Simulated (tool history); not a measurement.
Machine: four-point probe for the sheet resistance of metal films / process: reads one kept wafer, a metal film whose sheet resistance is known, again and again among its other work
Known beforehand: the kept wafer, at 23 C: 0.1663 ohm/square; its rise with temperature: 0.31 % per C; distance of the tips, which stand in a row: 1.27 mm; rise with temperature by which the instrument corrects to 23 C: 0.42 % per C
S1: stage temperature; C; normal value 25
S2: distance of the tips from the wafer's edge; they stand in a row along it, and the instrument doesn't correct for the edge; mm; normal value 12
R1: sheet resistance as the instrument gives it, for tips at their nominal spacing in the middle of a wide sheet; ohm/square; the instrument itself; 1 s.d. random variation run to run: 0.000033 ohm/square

Run 1, day 0: usual settings. Result: R1 0.166921 ohm/square.
Run 2, day 2.496: usual settings. Result: R1 0.167018 ohm/square.
Run 3, day 4.783: usual settings. Result: R1 0.16699 ohm/square.
Run 4, day 8.512: usual settings. Result: R1 0.166968 ohm/square.
Run 5, day 13.192: usual settings but S1 33 C. Result: R1 0.165596 ohm/square.
Run 6, day 15.588: usual settings but S1 33 C. Result: R1 0.165602 ohm/square.
Run 7, day 18.746: usual settings but S1 33 C. Result: R1 0.165567 ohm/square.
Run 8, day 22.588: usual settings. Result: R1 0.166932 ohm/square.
Run 9, day 26.396: usual settings. Result: R1 0.167029 ohm/square.
Run 10, day 28.621: usual settings. Result: R1 0.166956 ohm/square.
Run 11, day 32.042: usual settings. Result: R1 0.16691 ohm/square.
Run 12, day 34.246: usual settings. Result: R1 0.166959 ohm/square.
Run 13, day 37.179: usual settings but S1 30 C. Result: R1 0.16605 ohm/square.
Run 14, day 41.079: usual settings but S1 30 C. Result: R1 0.166092 ohm/square.
Run 15, day 45.633: usual settings but S2 7 mm. Result: R1 0.168863 ohm/square.
Run 16, day 48.104: usual settings but S2 7 mm. Result: R1 0.168761 ohm/square.
Run 17, day 50.812: usual settings but S1 33 C, S2 26 mm. Result: R1 0.164741 ohm/square.
Run 18, day 55.208: usual settings but S1 23 C, S2 47 mm. Result: R1 0.166373 ohm/square.
Run 19, day 59.312: usual settings but S1 27 C, S2 58 mm. Result: R1 0.165704 ohm/square.
Run 20, day 61.546: usual settings but S1 32 C, S2 9 mm. Result: R1 0.166474 ohm/square.
Run 21, day 64.658: usual settings but S1 22 C. Result: R1 0.167503 ohm/square.
Run 22, day 67.504: usual settings but S1 29 C, S2 35 mm. Result: R1 0.165388 ohm/square.
Run 23, day 70.267: usual settings but S1 29 C, S2 4 mm. Result: R1 0.173739 ohm/square.
At day 70.675: new probe head fitted.
Run 24, day 72.433: usual settings but S1 23 C, S2 29 mm. Result: R1 0.166389 ohm/square.
Run 25, day 75.021: usual settings but S1 23 C, S2 29 mm. Result: R1 0.166526 ohm/square.
Run 26, day 77.871: usual settings but S1 24 C, S2 42 mm. Result: R1 0.166225 ohm/square.
Run 27, day 79.875: usual settings but S1 23 C, S2 25 mm. Result: R1 0.166517 ohm/square.
Run 28, day 84.117: usual settings but S1 31 C, S2 11 mm. Result: R1 0.166056 ohm/square.
Run 29, day 87.108: usual settings but S1 19 C, S2 72 mm. Result: R1 0.16708 ohm/square.
Run 30, day 90.321: usual settings but S1 21 C, S2 15 mm. Result: R1 0.167338 ohm/square.
Run 31, day 94.629: usual settings but S1 34 C, S2 6 mm. Result: R1 0.168301 ohm/square.
Run 32, day 96.925: usual settings but S1 34 C, S2 6 mm. Result: R1 0.168289 ohm/square.

3 options for the next run, each taken on its own from the tool as it stands now. Forecast them:
Run A, day 99.779: usual settings but S1 32 C. Result: R1 ?.
Run B, day 99.779: usual settings but S2 3 mm. Result: R1 ?.
Run C, day 99.779: usual settings but S1 34 C, S2 15 mm. Result: R1 ?.

run        R1
  A  0.165773
  B  0.180404
  C  0.165079
What these runs would have given with no unlogged condition in the tool:
run        R1
  A  0.165776
  B  0.180408
  C  0.165083

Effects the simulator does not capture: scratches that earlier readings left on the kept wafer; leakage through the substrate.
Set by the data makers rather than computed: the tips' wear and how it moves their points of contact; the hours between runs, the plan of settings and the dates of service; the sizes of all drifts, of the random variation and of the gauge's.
